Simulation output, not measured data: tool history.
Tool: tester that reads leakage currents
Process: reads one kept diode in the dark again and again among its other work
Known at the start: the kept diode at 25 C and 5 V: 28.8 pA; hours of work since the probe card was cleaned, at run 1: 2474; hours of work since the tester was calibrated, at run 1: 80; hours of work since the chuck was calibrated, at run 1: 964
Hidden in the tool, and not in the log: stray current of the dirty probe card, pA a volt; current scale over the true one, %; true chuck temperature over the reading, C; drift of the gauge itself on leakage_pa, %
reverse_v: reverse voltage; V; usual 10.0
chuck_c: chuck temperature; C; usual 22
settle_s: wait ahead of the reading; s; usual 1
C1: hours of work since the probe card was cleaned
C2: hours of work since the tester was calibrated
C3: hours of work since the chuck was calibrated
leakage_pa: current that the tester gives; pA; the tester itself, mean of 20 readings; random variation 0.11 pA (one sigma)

Run 1, day 0.000: usual settings; C1 2474; C2 80; C3 964. Result: leakage_pa 54.10 pA.
Run 2, day 2.225: usual settings; C1 2497; C2 103; C3 987. Result: leakage_pa 54.39 pA.
Run 3, day 6.179: usual settings but reverse_v 3.2 V; C1 2538; C2 144; C3 1028. Result: leakage_pa 24.53 pA.
Run 4, day 9.150: usual settings but reverse_v 3.2 V; C1 2568; C2 175; C3 1058. Result: leakage_pa 24.62 pA.
Run 5, day 12.158: usual settings but reverse_v 3.2 V; C1 2600; C2 206; C3 1089. Result: leakage_pa 24.99 pA.
Run 6, day 15.200: usual settings; C1 2631; C2 237; C3 1121. Result: leakage_pa 55.62 pA.
Run 7, day 19.104: usual settings; C1 2671; C2 278; C3 1161. Result: leakage_pa 55.82 pA.
Run 8, day 22.079: usual settings; C1 2702; C2 308; C3 1192. Result: leakage_pa 56.48 pA.
Run 9, day 26.062: usual settings; C1 2743; C2 350; C3 1233. Result: leakage_pa 56.43 pA.
Run 10, day 28.525: usual settings; C1 2769; C2 375; C3 1258. Result: leakage_pa 56.74 pA.

Forecast run 11:
Run 11, day 31.212: usual settings but reverse_v 9.1 V, chuck_c 40 C; C1 2796; C2 403; C3 1286. Result: leakage_pa ?.

leakage_pa: 179.57 pA
Without the tool's hidden state the same run would have given leakage_pa 158.24 pA.
